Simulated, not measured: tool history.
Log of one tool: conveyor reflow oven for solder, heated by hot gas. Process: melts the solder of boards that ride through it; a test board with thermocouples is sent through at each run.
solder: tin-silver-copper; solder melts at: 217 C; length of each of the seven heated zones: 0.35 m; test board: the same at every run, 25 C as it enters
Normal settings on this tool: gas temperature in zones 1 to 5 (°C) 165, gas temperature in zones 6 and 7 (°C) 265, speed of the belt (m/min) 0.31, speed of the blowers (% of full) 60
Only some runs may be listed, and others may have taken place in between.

run,hour,gas temperature in zones 1 to 5 (°C),gas temperature in zones 6 and 7 (°C),speed of the belt (m/min),speed of the blowers (% of full),highest temperature of the board (°C),time above the solder's melting point (s)
1,0,165,265,0.31,60,250.5,95.9
2,17,165,265,0.31,60,250.4,96
3,25.6,165,279,0.31,60,263.2,109.5
4,35.8,165,279,0.31,60,263.2,110
5,45.8,165,279,0.31,60,262.9,109.7
6,55.1,165,279,0.31,60,263.1,109.6
7,63.1,165,279,0.31,60,262.8,109.9
8,72.1,165,279,0.31,60,263.1,109.9
9,80.5,165,265,0.31,81,253.5,101.4
10,92.6,165,265,0.31,81,253.4,101.4
11,106.7,165,265,0.31,81,253.4,101.4
12,120.9,165,265,0.31,81,253.6,101.3
13,136.2,165,260,0.31,81,248.6,96
14,152.1,165,265,0.366,60,244.6,71
15,165.4,165,265,0.31,60,250.2,95
16,182.1,171,267,0.31,82,256,107.4
17,193.4,165,265,0.255,60,255.5,127.5
18,208.8,165,265,0.255,60,255.3,127.8
19,226.8,165,265,0.255,60,255.5,127.8
# hour 232.6: flux residue cleaned out of gas plates and filters
20,242.9,165,265,0.255,60,255.1,126.9
21,253.9,171,255,0.262,54,245.2,111.7
22,262.5,179,276,0.324,90,264.5,114.2
23,272.5,165,268,0.322,82,254.6,97.9
24,285.8,165,266,0.322,72,251.4,93.6
25,298.3,165,257,0.322,72,243.6,82.8
26,310.9,176,253,0.349,55,236.7,67.5
27,319.6,176,253,0.349,55,236.6,67.6
28,329.4,163,271,0.33,60,252.3,89.6
# hour 337.9: flux residue cleaned out of gas plates and filters, once more
29,352.7,163,279,0.275,71,269,131
30,368,163,279,0.275,71,268.7,130.7

Forecast each of these 4 alternatives for the next run:
A,382.2,165,257,0.365,65,?,?
B,382.2,164,254,0.31,60,?,?
C,382.2,160,254,0.31,50,?,?
D,382.2,168,256,0.275,71,?,?

run,highest temperature of the board (°C),time above the solder's melting point (s)
A,239.8,65.5
B,241.1,81.6
C,238.2,73
D,247.8,110.6
Without the tool's unlogged condition, the same runs would have read:
run,highest temperature of the board (°C),time above the solder's melting point (s)
A,239.5,64.3
B,240.8,80.1
C,237.9,71.5
D,247.6,109

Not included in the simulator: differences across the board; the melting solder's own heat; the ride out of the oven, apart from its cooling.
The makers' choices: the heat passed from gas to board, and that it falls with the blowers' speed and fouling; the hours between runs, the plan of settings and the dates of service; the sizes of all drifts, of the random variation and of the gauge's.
